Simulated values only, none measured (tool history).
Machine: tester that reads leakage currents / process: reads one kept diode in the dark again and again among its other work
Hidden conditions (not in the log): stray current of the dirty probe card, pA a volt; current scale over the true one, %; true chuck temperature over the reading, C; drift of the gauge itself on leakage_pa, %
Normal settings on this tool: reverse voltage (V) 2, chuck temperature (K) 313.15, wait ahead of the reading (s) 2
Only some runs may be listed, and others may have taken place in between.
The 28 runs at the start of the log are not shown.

run    hour  reverse voltage (V)  chuck temperature (K)  wait ahead of the reading (s)  hours of work since the probe card was cleaned  hours of work since the tester was calibrated  hours of work since the chuck was calibrated  current that the tester gives (pA)
 29  1921.1                    2                 313.15                            6.6                                             185                                           1560                                           496                              100.86
 30  1981.7                 2.68                 322.15                            0.5                                             232                                           1606                                           543                              241.32
 31  2062.3                 2.68                 322.15                            0.5                                             294                                           1668                                           605                              241.88
 32  2131.4                 2.68                 322.15                            0.5                                             347                                           1721                                           658                              240.08
 33  2194.9                    2                 331.15                              2                                             395                                           1770                                           706                              390.06
 34  2262.6                    2                 331.15                              2                                             447                                           1822                                           758                              390.34
 35  2303.6                14.81                 313.15                              2                                             479                                           1853                                           790                              332.41
 36  2362.1                 1.13                 313.15                              2                                             523                                           1898                                           834                               72.25
 37  2437.9                12.72                 304.15                            0.9                                             581                                           1956                                           893                               147.2
 38  2524.1                 5.81                 307.15                           2.27                                             647                                           2022                                           959                              117.67
 39  2622.7                 5.81                 307.15                           2.27                                             723                                           2098                                          1034                              116.89

3 ways to go on from here, each from the tool as it stands after run 39. What would each give?
  A  2716.2                18.41                 294.15                              1                                             795                                           2169                                          1106                                   ?
  B  2716.2                13.74                 299.15                           2.27                                             795                                           2169                                          1106                                   ?
  C  2716.2                  2.2                 316.15                              2                                             795                                           2169                                          1106                                   ?

run  current that the tester gives (pA)
  A                                78.2
  B                              100.04
  C                              135.53
Without the tool's unlogged condition, the same runs would have read:
run  current that the tester gives (pA)
  A                               78.09
  B                               99.95
  C                              135.49
